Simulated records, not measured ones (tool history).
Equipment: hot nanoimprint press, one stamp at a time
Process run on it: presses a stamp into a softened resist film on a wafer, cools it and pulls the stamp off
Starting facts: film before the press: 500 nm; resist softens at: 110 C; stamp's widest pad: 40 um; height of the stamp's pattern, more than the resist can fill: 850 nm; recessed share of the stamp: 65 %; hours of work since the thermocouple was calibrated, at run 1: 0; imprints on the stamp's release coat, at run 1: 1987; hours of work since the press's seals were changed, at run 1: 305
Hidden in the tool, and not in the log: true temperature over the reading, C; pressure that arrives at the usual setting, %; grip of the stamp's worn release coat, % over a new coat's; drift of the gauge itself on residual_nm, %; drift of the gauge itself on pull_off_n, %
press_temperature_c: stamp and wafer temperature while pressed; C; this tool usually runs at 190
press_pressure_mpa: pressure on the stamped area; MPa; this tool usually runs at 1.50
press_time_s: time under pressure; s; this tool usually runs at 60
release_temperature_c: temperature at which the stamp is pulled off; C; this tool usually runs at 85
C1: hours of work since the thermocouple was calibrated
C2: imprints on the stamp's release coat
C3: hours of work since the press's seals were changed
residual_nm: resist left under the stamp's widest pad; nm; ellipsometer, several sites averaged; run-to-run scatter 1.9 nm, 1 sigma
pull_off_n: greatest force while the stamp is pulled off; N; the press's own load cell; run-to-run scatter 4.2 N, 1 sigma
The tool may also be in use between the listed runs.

{"run": 1, "hour": 0.0, "press_temperature_c": 190, "press_pressure_mpa": 1.5, "press_time_s": 60, "release_temperature_c": 85, "C1": 0, "C2": 1987, "C3": 305, "residual_nm": 298.5, "pull_off_n": 267}
{"hour": 18.8, "done": "stamp cleaned and given a new release coat"}
{"run": 2, "hour": 27.4, "press_temperature_c": 190, "press_pressure_mpa": 1.5, "press_time_s": 60, "release_temperature_c": 85, "C1": 12, "C2": 15, "C3": 317, "residual_nm": 296.9, "pull_off_n": 201}
{"run": 3, "hour": 51.6, "press_temperature_c": 180, "press_pressure_mpa": 1.5, "press_time_s": 60, "release_temperature_c": 85, "C1": 25, "C2": 55, "C3": 330, "residual_nm": 372.8, "pull_off_n": 214}
{"run": 4, "hour": 73.5, "press_temperature_c": 190, "press_pressure_mpa": 1.5, "press_time_s": 44, "release_temperature_c": 85, "C1": 37, "C2": 92, "C3": 342, "residual_nm": 331.6, "pull_off_n": 209}
{"run": 5, "hour": 88.8, "press_temperature_c": 190, "press_pressure_mpa": 1.5, "press_time_s": 60, "release_temperature_c": 85, "C1": 46, "C2": 117, "C3": 351, "residual_nm": 302.3, "pull_off_n": 209}
{"run": 6, "hour": 105.5, "press_temperature_c": 190, "press_pressure_mpa": 1.5, "press_time_s": 60, "release_temperature_c": 85, "C1": 55, "C2": 145, "C3": 360, "residual_nm": 305.0, "pull_off_n": 216}
{"run": 7, "hour": 130.2, "press_temperature_c": 190, "press_pressure_mpa": 1.5, "press_time_s": 60, "release_temperature_c": 85, "C1": 69, "C2": 187, "C3": 373, "residual_nm": 305.5, "pull_off_n": 213}
{"run": 8, "hour": 141.8, "press_temperature_c": 190, "press_pressure_mpa": 1.5, "press_time_s": 60, "release_temperature_c": 85, "C1": 75, "C2": 206, "C3": 380, "residual_nm": 301.8, "pull_off_n": 207}
{"run": 9, "hour": 159.0, "press_temperature_c": 190, "press_pressure_mpa": 1.5, "press_time_s": 60, "release_temperature_c": 85, "C1": 84, "C2": 235, "C3": 389, "residual_nm": 302.4, "pull_off_n": 214}
{"run": 10, "hour": 183.2, "press_temperature_c": 190, "press_pressure_mpa": 1.5, "press_time_s": 60, "release_temperature_c": 85, "C1": 98, "C2": 276, "C3": 402, "residual_nm": 306.1, "pull_off_n": 220}
{"run": 11, "hour": 206.1, "press_temperature_c": 190, "press_pressure_mpa": 1.5, "press_time_s": 60, "release_temperature_c": 85, "C1": 110, "C2": 314, "C3": 415, "residual_nm": 304.5, "pull_off_n": 211}
{"run": 12, "hour": 229.1, "press_temperature_c": 190, "press_pressure_mpa": 1.5, "press_time_s": 60, "release_temperature_c": 85, "C1": 123, "C2": 353, "C3": 427, "residual_nm": 302.4, "pull_off_n": 216}
{"run": 13, "hour": 248.3, "press_temperature_c": 190, "press_pressure_mpa": 1.5, "press_time_s": 60, "release_temperature_c": 85, "C1": 133, "C2": 385, "C3": 438, "residual_nm": 302.3, "pull_off_n": 226}
{"run": 14, "hour": 263.8, "press_temperature_c": 190, "press_pressure_mpa": 1.5, "press_time_s": 60, "release_temperature_c": 85, "C1": 142, "C2": 411, "C3": 446, "residual_nm": 304.4, "pull_off_n": 227}
{"run": 15, "hour": 287.7, "press_temperature_c": 190, "press_pressure_mpa": 1.5, "press_time_s": 60, "release_temperature_c": 85, "C1": 155, "C2": 451, "C3": 460, "residual_nm": 303.7, "pull_off_n": 216}
{"run": 16, "hour": 301.3, "press_temperature_c": 190, "press_pressure_mpa": 1.5, "press_time_s": 60, "release_temperature_c": 85, "C1": 162, "C2": 474, "C3": 467, "residual_nm": 306.1, "pull_off_n": 224}
{"run": 17, "hour": 324.8, "press_temperature_c": 178, "press_pressure_mpa": 1.5, "press_time_s": 94, "release_temperature_c": 85, "C1": 175, "C2": 513, "C3": 480, "residual_nm": 348.0, "pull_off_n": 228}
{"run": 18, "hour": 348.2, "press_temperature_c": 193, "press_pressure_mpa": 1.5, "press_time_s": 40, "release_temperature_c": 85, "C1": 188, "C2": 552, "C3": 493, "residual_nm": 323.3, "pull_off_n": 223}
{"run": 19, "hour": 362.1, "press_temperature_c": 190, "press_pressure_mpa": 0.99, "press_time_s": 60, "release_temperature_c": 80, "C1": 196, "C2": 575, "C3": 500, "residual_nm": 342.7, "pull_off_n": 251}
{"run": 20, "hour": 372.4, "press_temperature_c": 198, "press_pressure_mpa": 1.73, "press_time_s": 52, "release_temperature_c": 82, "C1": 201, "C2": 593, "C3": 506, "residual_nm": 254.2, "pull_off_n": 242}
{"run": 21, "hour": 384.9, "press_temperature_c": 198, "press_pressure_mpa": 1.73, "press_time_s": 52, "release_temperature_c": 82, "C1": 208, "C2": 614, "C3": 513, "residual_nm": 253.9, "pull_off_n": 241}
{"run": 22, "hour": 401.9, "press_temperature_c": 190, "press_pressure_mpa": 1.85, "press_time_s": 60, "release_temperature_c": 92, "C1": 217, "C2": 642, "C3": 522, "residual_nm": 289.7, "pull_off_n": 194}
{"run": 23, "hour": 420.3, "press_temperature_c": 190, "press_pressure_mpa": 1.85, "press_time_s": 60, "release_temperature_c": 92, "C1": 227, "C2": 673, "C3": 532, "residual_nm": 291.0, "pull_off_n": 191}
{"run": 24, "hour": 445.0, "press_temperature_c": 190, "press_pressure_mpa": 1.85, "press_time_s": 60, "release_temperature_c": 92, "C1": 241, "C2": 714, "C3": 546, "residual_nm": 286.5, "pull_off_n": 195}
{"run": 25, "hour": 455.9, "press_temperature_c": 178, "press_pressure_mpa": 2.36, "press_time_s": 73, "release_temperature_c": 90, "C1": 247, "C2": 733, "C3": 552, "residual_nm": 335.8, "pull_off_n": 207}
{"run": 26, "hour": 469.0, "press_temperature_c": 178, "press_pressure_mpa": 2.32, "press_time_s": 73, "release_temperature_c": 90, "C1": 254, "C2": 755, "C3": 559, "residual_nm": 339.1, "pull_off_n": 207}
{"run": 27, "hour": 490.3, "press_temperature_c": 178, "press_pressure_mpa": 2.32, "press_time_s": 73, "release_temperature_c": 90, "C1": 266, "C2": 790, "C3": 571, "residual_nm": 340.9, "pull_off_n": 200}
{"run": 28, "hour": 511.8, "press_temperature_c": 188, "press_pressure_mpa": 2.32, "press_time_s": 32, "release_temperature_c": 77, "C1": 278, "C2": 826, "C3": 582, "residual_nm": 337.7, "pull_off_n": 268}
{"run": 29, "hour": 527.0, "press_temperature_c": 188, "press_pressure_mpa": 2.32, "press_time_s": 32, "release_temperature_c": 77, "C1": 286, "C2": 852, "C3": 591, "residual_nm": 340.1, "pull_off_n": 288}
{"run": 30, "hour": 546.2, "press_temperature_c": 188, "press_pressure_mpa": 2.32, "press_time_s": 32, "release_temperature_c": 77, "C1": 296, "C2": 884, "C3": 601, "residual_nm": 342.4, "pull_off_n": 276}
{"run": 31, "hour": 564.1, "press_temperature_c": 199, "press_pressure_mpa": 1.43, "press_time_s": 92, "release_temperature_c": 77, "C1": 306, "C2": 914, "C3": 611, "residual_nm": 214.8, "pull_off_n": 285}

Branching from run 31: 3 alternative next runs. What would each branch give?
{"run": "A", "hour": 581.0, "press_temperature_c": 190, "press_pressure_mpa": 1.5, "press_time_s": 60, "release_temperature_c": 87, "C1": 316, "C2": 942, "C3": 620, "residual_nm": "?", "pull_off_n": "?"}
{"run": "B", "hour": 581.0, "press_temperature_c": 190, "press_pressure_mpa": 1.5, "press_time_s": 60, "release_temperature_c": 79, "C1": 316, "C2": 942, "C3": 620, "residual_nm": "?", "pull_off_n": "?"}
{"run": "C", "hour": 581.0, "press_temperature_c": 199, "press_pressure_mpa": 1.43, "press_time_s": 35, "release_temperature_c": 77, "C1": 316, "C2": 942, "C3": 620, "residual_nm": "?", "pull_off_n": "?"}

run=A residual_nm=307.5 pull_off_n=232
run=B residual_nm=310.7 pull_off_n=276
run=C residual_nm=303.9 pull_off_n=283
Stripped of hidden state, with their random variation kept, the same runs would have yielded:
run=A residual_nm=298.7 pull_off_n=198
run=B residual_nm=301.9 pull_off_n=236
run=C residual_nm=295.9 pull_off_n=242
